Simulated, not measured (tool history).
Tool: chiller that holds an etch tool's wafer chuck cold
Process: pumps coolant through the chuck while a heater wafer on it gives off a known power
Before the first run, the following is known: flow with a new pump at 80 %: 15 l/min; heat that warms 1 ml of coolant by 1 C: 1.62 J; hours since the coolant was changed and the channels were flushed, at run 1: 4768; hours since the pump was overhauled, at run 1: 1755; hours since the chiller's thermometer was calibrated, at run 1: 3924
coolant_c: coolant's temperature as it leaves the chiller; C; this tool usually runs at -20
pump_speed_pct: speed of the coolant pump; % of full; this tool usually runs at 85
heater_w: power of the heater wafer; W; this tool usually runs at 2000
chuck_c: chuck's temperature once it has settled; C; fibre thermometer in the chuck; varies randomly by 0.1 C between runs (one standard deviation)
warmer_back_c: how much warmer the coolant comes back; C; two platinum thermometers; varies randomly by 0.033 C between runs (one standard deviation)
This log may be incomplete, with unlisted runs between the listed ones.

run	day	coolant_c	pump_speed_pct	heater_w	hours since the coolant was changed and the channels were flushed	hours since the pump was overhauled	hours since the chiller's thermometer was calibrated	chuck_c	warmer_back_c
1	0.000	-20	85	2000	4768	1755	3924	-5.7	4.79
2	3.096	-20	85	2000	4842	1830	3998	-5.4	4.78
# day 3.575: coolant changed, channels flushed
3	6.292	-20	99	2000	65	1900	4069	-9.3	4.10
4	9.071	-20	91	2000	132	1967	4135	-8.7	4.51
5	11.800	-20	91	2000	197	2033	4201	-8.5	4.44
6	14.979	-17	91	2000	274	2109	4277	-5.6	4.50
7	17.671	-18	71	2378	338	2174	4342	-1.4	6.90
# day 18.146: coolant pump overhauled
8	19.908	-20	63	2297	387	42	4391	-1.9	7.61
9	21.671	-11	67	2297	429	85	4433	6.2	7.18
10	23.450	-10	60	1134	472	127	4476	-1.0	3.94

Hidden state or all else? Some run-to-run changes of chuck_c, split into what the settings, what came in and random variation would give without the hidden state, and what is left for the hidden state (with any gauge scatter that isn't in both results):
Hidden state at play: heat passed by the chuck's channels, % of clean ones'; flow at a given pump speed, % of a new pump's; coolant's true temperature over the reading, C; drift of the gauge itself on chuck_c, C; drift of the gauge itself on warmer_back_c, C.
Run 2 -> 3: pump_speed_pct 85 -> 99, coolant changed, channels flushed. chuck_c -3.9 C: hidden state -2.7, all else -1.2.
Run 8 -> 9: coolant_c -20 -> -11, pump_speed_pct 63 -> 67. chuck_c +8.1 C: hidden state +0.0, all else +8.1.
